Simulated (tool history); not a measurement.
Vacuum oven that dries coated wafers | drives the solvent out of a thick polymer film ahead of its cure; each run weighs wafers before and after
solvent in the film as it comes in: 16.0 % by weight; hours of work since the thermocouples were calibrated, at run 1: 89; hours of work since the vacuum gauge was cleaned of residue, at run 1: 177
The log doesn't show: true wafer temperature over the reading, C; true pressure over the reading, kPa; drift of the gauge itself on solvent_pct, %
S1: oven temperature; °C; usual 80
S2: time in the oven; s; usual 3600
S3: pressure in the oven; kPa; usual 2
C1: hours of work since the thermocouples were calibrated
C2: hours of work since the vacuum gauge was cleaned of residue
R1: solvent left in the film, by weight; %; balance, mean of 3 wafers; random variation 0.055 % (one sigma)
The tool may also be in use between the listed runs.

run,hour,S1,S2,S3,C1,C2,R1
1,0,80,3600,2,89,177,3.1
2,17,80,3600,2,101,189,2.95
3,26.7,80,3600,2,108,195,2.98
4,44.5,80,3600,7.69,120,208,3.94
5,58,80,5760,7.69,130,217,2.45
6,71.1,80,5760,7.69,139,227,2.53
7,83.5,80,5760,7.69,148,235,2.49
8,93,80,5760,7.69,154,242,2.5
9,106.9,80,3600,2,164,252,2.94
10,119.2,80,3600,2,173,260,2.92
11,133,80,3600,2,183,270,3.12
12,144.3,83,2940,2.77,190,278,3.33
13,159.8,90,2940,2.77,201,289,1.81
# hour 162.9: vacuum gauge cleaned of residue and calibrated
14,177.4,90,2940,2.77,213,10,1.78
15,192.9,65,6180,1.22,224,21,4.49
16,207.6,65,6180,1.22,234,31,4.48
17,222.6,77,2760,7.48,244,42,5.84
18,233.8,78,3600,2,252,50,3.52
19,247.9,78,3600,2,262,60,3.49
# hour 259.5: vacuum gauge cleaned of residue and calibrated, once more
20,267.3,78,3600,3.84,275,5,3.92

3 ways to go on from here, each from the tool as it stands after run 20. What would each give?
A,283.3,78,5280,6.63,286,17,?
B,283.3,93,4380,2.59,286,17,?
C,283.3,68,3720,2.68,286,17,?

run,R1
A,2.93
B,0.62
C,6.27
Without the tool's hidden state the same runs would have given:
run,R1
A,2.78
B,0.58
C,6.07

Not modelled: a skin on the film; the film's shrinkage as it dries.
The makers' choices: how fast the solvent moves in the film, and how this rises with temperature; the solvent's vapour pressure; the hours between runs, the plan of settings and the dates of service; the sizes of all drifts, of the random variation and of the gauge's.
